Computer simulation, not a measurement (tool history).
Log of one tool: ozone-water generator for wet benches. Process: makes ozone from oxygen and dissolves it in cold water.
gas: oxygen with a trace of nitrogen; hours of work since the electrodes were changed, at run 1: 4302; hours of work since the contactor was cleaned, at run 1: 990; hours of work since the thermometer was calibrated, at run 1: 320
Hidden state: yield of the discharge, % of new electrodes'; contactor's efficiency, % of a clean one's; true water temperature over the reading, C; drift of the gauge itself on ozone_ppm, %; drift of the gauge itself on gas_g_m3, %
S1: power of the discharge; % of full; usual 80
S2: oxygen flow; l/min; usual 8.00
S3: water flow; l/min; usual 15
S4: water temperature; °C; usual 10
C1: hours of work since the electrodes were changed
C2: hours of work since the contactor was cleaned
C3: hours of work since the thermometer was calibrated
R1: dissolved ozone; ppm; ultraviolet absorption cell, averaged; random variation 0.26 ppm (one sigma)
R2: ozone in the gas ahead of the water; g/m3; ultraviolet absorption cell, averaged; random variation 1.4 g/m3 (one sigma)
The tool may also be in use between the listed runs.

run      day  S1    S2  S3  S4    C1    C2    C3    R1     R2
  1    0.000  80  8.00  15  10  4302   990   320  39.6  249.8
  2    7.662  80  8.00  15  10  4413  1101   431  39.4  249.8
  3   10.850  80  8.00  15  10  4460  1147   477  39.1  250.1
  4   17.050  80  8.00  15  10  4549  1237   567  39.6  250.0
  5   23.775  80  8.00  15  10  4647  1335   664  38.8  251.6
  6   28.804  56  8.00  15  10  4720  1407   737  28.4  180.6
  7   34.425  80  8.00  15  10  4801  1489   819  39.3  249.2
  8   38.283  80  8.00  15  10  4857  1545   875  39.2  250.2
  9   44.479  80  8.00  15  10  4947  1634   964  39.1  250.7
 10   48.708  80  8.00  15  10  5008  1696  1026  39.3  247.6
 11   54.688  80  8.00  15  10  5095  1782  1112  39.4  246.3
 12   59.717  80  8.00  15  10  5167  1855  1185  39.4  250.0
 13   66.567  80  8.00  15  10  5267  1954  1284  39.0  247.5
 14   72.312  80  8.00  15  10  5350  2038  1367  39.0  250.0
 15   76.362  80  8.00  15  10  5409  2096  1426  39.2  248.3
 16   83.729  80  8.00  15  10  5515  2203  1533  39.0  248.3
 17   87.692  44  8.00  15  10  5573  2260  1590  22.9  144.3
 18   92.638  80  8.00  12  14  5644  2332  1662  42.4  250.5
 19   95.850  93  8.00  12  14  5691  2379  1708  47.9  282.8
 20  101.004  80  8.00  20  10  5766  2453  1783  31.4  247.8
 21  107.650  80  8.00  20  10  5862  2550  1879  31.2  247.1
 22  115.183  80  8.00  20   6  5971  2659  1988  33.6  245.6
 23  118.688  80  5.53  10  10  6022  2709  2039  57.0  315.2
 24  124.183  80  5.53  10  10  6101  2789  2119  56.8  315.3
 25  130.975  80  5.53  10  10  6200  2887  2217  56.1  315.4

The next listed run, before its measurement:
 26  138.762  84  12.39  15   7  6312  3000  2330   ?   ?

Run 26 gave R1 38.4 ppm, R2 190.8 g/m3.
Without the tool's hidden state the same run would have given R1 38.5 ppm, R2 196.2 g/m3.

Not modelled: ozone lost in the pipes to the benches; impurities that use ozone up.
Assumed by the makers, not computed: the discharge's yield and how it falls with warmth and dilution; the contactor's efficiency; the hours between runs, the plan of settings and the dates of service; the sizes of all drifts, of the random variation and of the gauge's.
